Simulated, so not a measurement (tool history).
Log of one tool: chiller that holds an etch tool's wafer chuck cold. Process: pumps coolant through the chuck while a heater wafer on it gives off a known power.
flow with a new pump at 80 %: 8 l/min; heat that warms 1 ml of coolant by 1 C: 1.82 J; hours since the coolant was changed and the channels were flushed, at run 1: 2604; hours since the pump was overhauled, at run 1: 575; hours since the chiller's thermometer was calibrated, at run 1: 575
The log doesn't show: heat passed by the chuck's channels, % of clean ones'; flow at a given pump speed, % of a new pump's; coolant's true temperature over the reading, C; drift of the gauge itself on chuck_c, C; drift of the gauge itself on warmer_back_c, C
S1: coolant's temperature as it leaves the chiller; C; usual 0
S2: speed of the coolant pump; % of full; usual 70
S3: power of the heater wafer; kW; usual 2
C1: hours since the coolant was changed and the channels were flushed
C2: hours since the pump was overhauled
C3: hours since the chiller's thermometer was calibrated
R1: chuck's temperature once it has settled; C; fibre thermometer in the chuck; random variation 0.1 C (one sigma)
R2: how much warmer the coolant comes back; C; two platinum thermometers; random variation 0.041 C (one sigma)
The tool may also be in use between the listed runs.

run      day  S1  S2     S3    C1    C2    C3    R1     R2
  1        0   0  70      2  2604   575   575  18.6   9.65
  2    3.546  -3  70      2  2689   660   660  15.8    9.6
  3    8.042   0  70      2  2797   768   768  18.8   9.61
  4   10.671   0  70      2  2860   831   831  18.9    9.6
  5   13.525   0  70      2  2929   900   900  18.9   9.56
  6   17.233   7  70      2  3018   989   989  26.1   9.65
  7   22.042   7  70      2  3133  1104  1104  26.1   9.64
  8   25.671   0  70      2  3220  1191  1191  19.1   9.61
  9   28.608   0  70      2  3291  1262  1262    19   9.58
 10   32.225   0  70      2  3377  1349  1349  19.4   9.62
 11   34.867  -5  70      2  3441  1412  1412  14.2   9.62
 12   37.912  -5  70      2  3514  1485  1485  14.2    9.7
      38.358  -- chiller's thermometer calibrated
 13   41.475  -5  76      2  3598  1570    75  13.2   8.91
 14   44.558  -5  76      2  3672  1644   149    13   8.94
 15   47.258  -5  76      2  3737  1708   214  13.2   8.85
 16   51.796   6  76      2  3846  1817   322  24.3   8.95
 17   56.525   2  87  2.469  3960  1931   436  22.2   9.52
 18     60.2   2  65  1.301  4048  2019   524  15.7   6.81
      62.096  -- chiller's thermometer calibrated, once more
 19     63.3   2  65  1.301  4121  2092    29  15.5   6.77
 20   65.571   2  65  1.301  4176  2147    83  15.7   6.76
 21   68.779   5  73  1.301  4253  2224   160  17.4   6.05
 22   71.954   9  91      2  4329  2300   237  24.7   7.39
 23   75.538  -7  62  1.958  4415  2386   323  14.3   10.8
 24   78.812  -5  79  2.394  4493  2465   401  16.3  10.25
 25   81.708   0  70   1.15  4563  2534   471  11.3   5.52
 26   86.242  -3  82      2  4672  2643   579  14.4   8.33
 27   90.946  -2  77  1.331  4785  2756   692  10.1   5.88
 28   95.538  10  84  1.772  4895  2866   803    25    7.2
 29  100.238  10  84  1.772  5008  2979   915  25.1   7.15
 30  102.558  10  84  1.772  5063  3035   971  25.4   7.18
 31  106.733  -8  96  1.535  5164  3135  1071   3.7   5.43

Some steps in R1 between neighbouring runs. How much of each would the tool show without its hidden state too (settings, what came in, random variation), and how much is left for the hidden state, with any gauge scatter that isn't in both results?
Run 15 -> 16: S1 -5 -> 6. R1 +11.1 C: hidden state +0.1, all else +11.
Run 17 -> 18: S2 87 -> 65, S3 2.469 -> 1.301. R1 -6.5 C: hidden state -0.5, all else -6.
Run 24 -> 25: S1 -5 -> 0, S2 79 -> 70, S3 2.394 -> 1.15. R1 -5 C: hidden state -1, all else -4.
Run 25 -> 26: S1 0 -> -3, S2 70 -> 82, S3 1.15 -> 2. R1 +3.1 C: hidden state +0.6, all else +2.5.
Run 27 -> 28: S1 -2 -> 10, S2 77 -> 84, S3 1.331 -> 1.772. R1 +14.9 C: hidden state +0.3, all else +14.6.
Run 30 -> 31: S1 10 -> -8, S2 84 -> 96, S3 1.772 -> 1.535. R1 -21.7 C: hidden state -0.4, all else -21.3.
